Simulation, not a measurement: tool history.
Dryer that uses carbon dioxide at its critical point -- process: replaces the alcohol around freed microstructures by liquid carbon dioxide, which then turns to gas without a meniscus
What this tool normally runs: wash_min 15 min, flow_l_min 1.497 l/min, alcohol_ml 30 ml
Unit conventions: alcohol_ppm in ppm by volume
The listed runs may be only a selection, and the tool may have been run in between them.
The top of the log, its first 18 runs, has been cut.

run	hour	wash_min	flow_l_min	alcohol_ml	hours of work since the filter was changed	hours of work since the purifier's bed was changed	alcohol_ppm
19	507.5	15	1.13	52	191	684	557
20	540.3	15	1.497	23	204	696	229
21	560.7	12	2.29	112	212	704	249
22	595.1	12	2.29	112	225	717	263
23	618.3	16	2.29	40	234	726	185
24	647.6	21	1.7	41	245	737	195
25	684.6	18	0.93	20	259	751	367
26	710.7	18	0.93	20	269	761	383
27	731.3	18	0.93	20	277	769	369
28	768	18	0.93	20	290	783	382
29	800.5	18	1.24	94	303	795	481
30	835.1	13	1.98	46	316	809	268
31	860.1	15	1.61	23	326	818	243
32	894.6	15	1.61	23	339	831	247
33	914	15	1.61	23	346	839	257
34	937.5	15	1.93	23	355	848	218
35	968.9	13	1.497	30	367	859	380
36	985.8	19	1.32	85	373	866	364
37	1004.8	19	1.32	85	381	873	369
38	1024.5	17	1.497	36	388	881	277
39	1053.5	17	1.497	36	399	892	295
40	1082.4	15	1.3	33	410	903	434

What if the next run were any one of these 3? Each begins from the tool's condition after run 40:
A	1119.8	13	1	33	424	917	?
B	1119.8	22	1.497	44	424	917	?
C	1119.8	11	2.22	72	424	917	?

run	alcohol_ppm
A	981
B	245
C	362
Stripped of hidden state, with their random variation kept, the same runs would have yielded:
run	alcohol_ppm
A	537
B	9
C	74

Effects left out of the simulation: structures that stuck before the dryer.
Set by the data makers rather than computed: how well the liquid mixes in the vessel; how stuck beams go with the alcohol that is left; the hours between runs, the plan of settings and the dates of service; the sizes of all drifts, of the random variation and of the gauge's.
